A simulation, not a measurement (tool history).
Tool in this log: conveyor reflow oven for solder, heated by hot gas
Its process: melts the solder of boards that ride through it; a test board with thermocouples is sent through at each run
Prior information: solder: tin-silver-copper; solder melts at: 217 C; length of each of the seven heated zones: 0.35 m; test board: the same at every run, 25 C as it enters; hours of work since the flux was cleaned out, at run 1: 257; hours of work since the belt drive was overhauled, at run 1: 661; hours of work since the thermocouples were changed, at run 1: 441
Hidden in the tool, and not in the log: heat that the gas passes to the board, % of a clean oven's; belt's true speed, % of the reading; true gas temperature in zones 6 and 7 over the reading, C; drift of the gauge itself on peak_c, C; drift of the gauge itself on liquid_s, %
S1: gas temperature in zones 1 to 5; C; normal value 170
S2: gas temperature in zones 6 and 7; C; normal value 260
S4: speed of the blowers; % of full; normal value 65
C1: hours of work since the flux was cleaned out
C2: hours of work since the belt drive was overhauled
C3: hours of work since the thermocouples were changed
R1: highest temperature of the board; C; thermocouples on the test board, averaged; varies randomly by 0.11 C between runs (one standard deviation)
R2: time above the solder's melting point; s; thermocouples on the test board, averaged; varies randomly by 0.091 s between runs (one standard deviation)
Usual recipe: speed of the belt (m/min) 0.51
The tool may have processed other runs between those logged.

Run 1, day 0: usual settings; C1 257; C2 661; C3 441. Result: R1 247.7 C, R2 57.3 s.
Run 2, day 0.992: usual settings; C1 275; C2 679; C3 460. Result: R1 247.7 C, R2 57.19 s.
Run 3, day 2.812: usual settings; C1 309; C2 713; C3 494. Result: R1 247.3 C, R2 56.94 s.
At day 3.962: flux residue cleaned out of gas plates and filters.
Run 4, day 5.112: usual settings but S2 265 C; C1 21; C2 752; C3 533. Result: R1 254.1 C, R2 62.83 s.
Run 5, day 6.888: usual settings but S1 172 C; C1 55; C2 785; C3 566. Result: R1 249.8 C, R2 60.73 s.
Run 6, day 7.971: usual settings but S1 172 C; C1 75; C2 805; C3 586. Result: R1 249.6 C, R2 60.45 s.
Run 7, day 10.112: usual settings but S1 172 C; C1 115; C2 845; C3 626. Result: R1 249.8 C, R2 60.48 s.
Run 8, day 11.112: usual settings but S1 172 C; C1 133; C2 864; C3 644. Result: R1 249.6 C, R2 60.31 s.
Run 9, day 13.1: usual settings but S1 172 C; C1 170; C2 901; C3 681. Result: R1 249.6 C, R2 60.16 s.
At day 14.371: belt drive overhauled, speed set with a stopwatch.
Run 10, day 14.379: usual settings but S2 274 C; C1 191; C2 0; C3 702. Result: R1 261.6 C, R2 67.08 s.
Run 11, day 15.642: usual settings but S2 274 C; C1 215; C2 24; C3 726. Result: R1 261.4 C, R2 66.86 s.
Run 12, day 17.312: usual settings; C1 246; C2 55; C3 757. Result: R1 248.7 C, R2 58.18 s.
Run 13, day 19.108: usual settings; C1 279; C2 88; C3 790. Result: R1 248.7 C, R2 57.96 s.
Run 14, day 20.771: usual settings; C1 310; C2 119; C3 821. Result: R1 248.7 C, R2 57.92 s.
At day 21.867: flux residue cleaned out of gas plates and filters.
Run 15, day 22.846: usual settings; C1 18; C2 154; C3 856. Result: R1 250.3 C, R2 60.06 s.
Run 16, day 23.892: usual settings; C1 38; C2 174; C3 876. Result: R1 250.6 C, R2 59.95 s.
Run 17, day 25.871: usual settings but S2 273 C, S4 50 % of full; C1 75; C2 210; C3 912. Result: R1 257.9 C, R2 64.1 s.
Run 18, day 26.858: usual settings but S2 248 C, speed of the belt (m/min) 0.425; C1 93; C2 229; C3 931. Result: R1 243.7 C, R2 68.05 s.
Run 19, day 28.633: usual settings but S1 180 C, speed of the belt (m/min) 0.457, S4 50 % of full; C1 126; C2 262; C3 964. Result: R1 251.3 C, R2 71.79 s.
Run 20, day 29.571: usual settings but S1 159 C, speed of the belt (m/min) 0.501, S4 50 % of full; C1 144; C2 279; C3 981. Result: R1 244.7 C, R2 50.64 s.
Run 21, day 31.025: usual settings but S1 159 C, S2 273 C, speed of the belt (m/min) 0.502, S4 89 % of full; C1 171; C2 306; C3 1008. Result: R1 265.7 C, R2 68.24 s.
Run 22, day 33.021: usual settings but speed of the belt (m/min) 0.569, S4 52 % of full; C1 208; C2 344; C3 1046. Result: R1 242.6 C, R2 44.71 s.
Run 23, day 34.183: usual settings but speed of the belt (m/min) 0.446, S4 52 % of full; C1 229; C2 365; C3 1067. Result: R1 250.5 C, R2 68.87 s.
Run 24, day 35.146: usual settings but speed of the belt (m/min) 0.446, S4 52 % of full; C1 247; C2 383; C3 1085. Result: R1 250.5 C, R2 68.95 s.
Run 25, day 36.304: usual settings but S1 172 C, S2 261 C, speed of the belt (m/min) 0.54, S4 52 % of full; C1 269; C2 405; C3 1107. Result: R1 245.7 C, R2 51.33 s.
At day 37.021: thermocouples of zones 6 and 7 changed.
Run 26, day 37.571: usual settings but S1 172 C, S2 261 C, speed of the belt (m/min) 0.54, S4 52 % of full; C1 291; C2 427; C3 10. Result: R1 241.9 C, R2 47.84 s.
At day 39.738: flux residue cleaned out of gas plates and filters.
Run 27, day 39.808: usual settings but S1 172 C, S2 261 C, speed of the belt (m/min) 0.54, S4 52 % of full; C1 1; C2 465; C3 48. Result: R1 243.6 C, R2 49.99 s.
Run 28, day 41.179: usual settings but S1 165 C, S2 259 C, speed of the belt (m/min) 0.44, S4 85 % of full; C1 27; C2 490; C3 74. Result: R1 252.4 C, R2 73.43 s.
Run 29, day 43.138: usual settings but S1 176 C, speed of the belt (m/min) 0.508; C1 63; C2 527; C3 110. Result: R1 248.4 C, R2 61.3 s.
Run 30, day 44.554: usual settings but S2 248 C; C1 90; C2 553; C3 136. Result: R1 236.4 C, R2 46.88 s.

Each row is a separate what-if for the run after 30, all from the same tool condition, not one after another. Results?
Run A, day 45.608: usual settings but S1 159 C, S2 265 C, speed of the belt (m/min) 0.494; C1 109; C2 573; C3 156. Result: R1 ?, R2 ?.
Run B, day 45.608: usual settings but S1 177 C, S2 248 C, speed of the belt (m/min) 0.537, S4 56 % of full; C1 109; C2 573; C3 156. Result: R1 ?, R2 ?.
Run C, day 45.608: usual settings but S1 183 C, S2 248 C, S4 89 % of full; C1 109; C2 573; C3 156. Result: R1 ?, R2 ?.
Run D, day 45.608: usual settings but S2 248 C, speed of the belt (m/min) 0.534, S4 75 % of full; C1 109; C2 573; C3 156. Result: R1 ?, R2 ?.

run     R1     R2
  A  251.1  59.02
  B  234.5  42.47
  C  241.5  60.25
  D    237  45.84
The same runs, with their run-to-run variation unchanged, on a tool lacking any hidden condition would have given:
run     R1     R2
  A  251.5  59.23
  B  234.8  42.89
  C  241.9  60.53
  D  237.5  46.43
